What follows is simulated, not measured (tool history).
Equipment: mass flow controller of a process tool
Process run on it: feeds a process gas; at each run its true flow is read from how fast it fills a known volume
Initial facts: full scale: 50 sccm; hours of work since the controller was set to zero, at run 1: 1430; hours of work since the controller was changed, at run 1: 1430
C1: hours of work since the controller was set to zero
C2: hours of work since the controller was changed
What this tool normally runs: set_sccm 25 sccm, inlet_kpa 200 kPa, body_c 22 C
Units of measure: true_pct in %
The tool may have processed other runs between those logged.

Run 1, hour 0: usual settings; C1 1430; C2 1430. Result: true_pct 98.62 %.
Run 2, hour 195.7: usual settings; C1 1497; C2 1497. Result: true_pct 98.71 %.
Run 3, hour 333.1: usual settings; C1 1544; C2 1544. Result: true_pct 98.78 %.
Run 4, hour 453.1: usual settings but body_c 30 C; C1 1585; C2 1585. Result: true_pct 99 %.
Run 5, hour 664.6: usual settings; C1 1658; C2 1658. Result: true_pct 98.82 %.
Run 6, hour 860.3: usual settings but set_sccm 33 sccm; C1 1725; C2 1725. Result: true_pct 99.12 %.
Run 7, hour 998.7: usual settings; C1 1772; C2 1772. Result: true_pct 98.81 %.
Run 8, hour 1191.8: usual settings; C1 1838; C2 1838. Result: true_pct 98.86 %.
Run 9, hour 1289.5: usual settings but set_sccm 5 sccm, inlet_kpa 211 kPa, body_c 34 C; C1 1872; C2 1872. Result: true_pct 100.58 %.
Run 10, hour 1473.7: usual settings but set_sccm 5 sccm, inlet_kpa 211 kPa, body_c 34 C; C1 1935; C2 1935. Result: true_pct 100.67 %.
Run 11, hour 1572.7: usual settings but set_sccm 5 sccm, inlet_kpa 211 kPa, body_c 34 C; C1 1969; C2 1969. Result: true_pct 100.7 %.
Run 12, hour 1762.2: usual settings but set_sccm 5 sccm, inlet_kpa 210 kPa; C1 2033; C2 2033. Result: true_pct 100.49 %.
Run 13, hour 1976.2: usual settings but set_sccm 20 sccm, inlet_kpa 239 kPa; C1 2107; C2 2107. Result: true_pct 98.88 %.
Run 14, hour 2180.2: usual settings but set_sccm 46 sccm, body_c 35 C; C1 2177; C2 2177. Result: true_pct 99.82 %.
Run 15, hour 2358.6: usual settings but set_sccm 7 sccm, inlet_kpa 267 kPa, body_c 38 C; C1 2238; C2 2238. Result: true_pct 100.38 %.
Run 16, hour 2532.2: usual settings but set_sccm 7 sccm, inlet_kpa 267 kPa, body_c 38 C; C1 2297; C2 2297. Result: true_pct 100.24 %.

4 ways to go on from here, each from the tool as it stands after run 16. What would each give?
Run A, hour 2626.3: usual settings but set_sccm 38 sccm, inlet_kpa 170 kPa, body_c 38 C; C1 2329; C2 2329. Result: true_pct ?.
Run B, hour 2626.3: usual settings but set_sccm 12 sccm, inlet_kpa 255 kPa; C1 2329; C2 2329. Result: true_pct ?.
Run C, hour 2626.3: usual settings but set_sccm 19 sccm; C1 2329; C2 2329. Result: true_pct ?.
Run D, hour 2626.3: usual settings but set_sccm 7 sccm, inlet_kpa 145 kPa, body_c 24 C; C1 2329; C2 2329. Result: true_pct ?.

run  true_pct
  A     99.71
  B     98.96
  C     98.68
  D     99.85
Stripped of hidden state, with their random variation kept, the same runs would have yielded:
run  true_pct
  A     99.79
  B     97.97
  C     98.27
  D     97.75
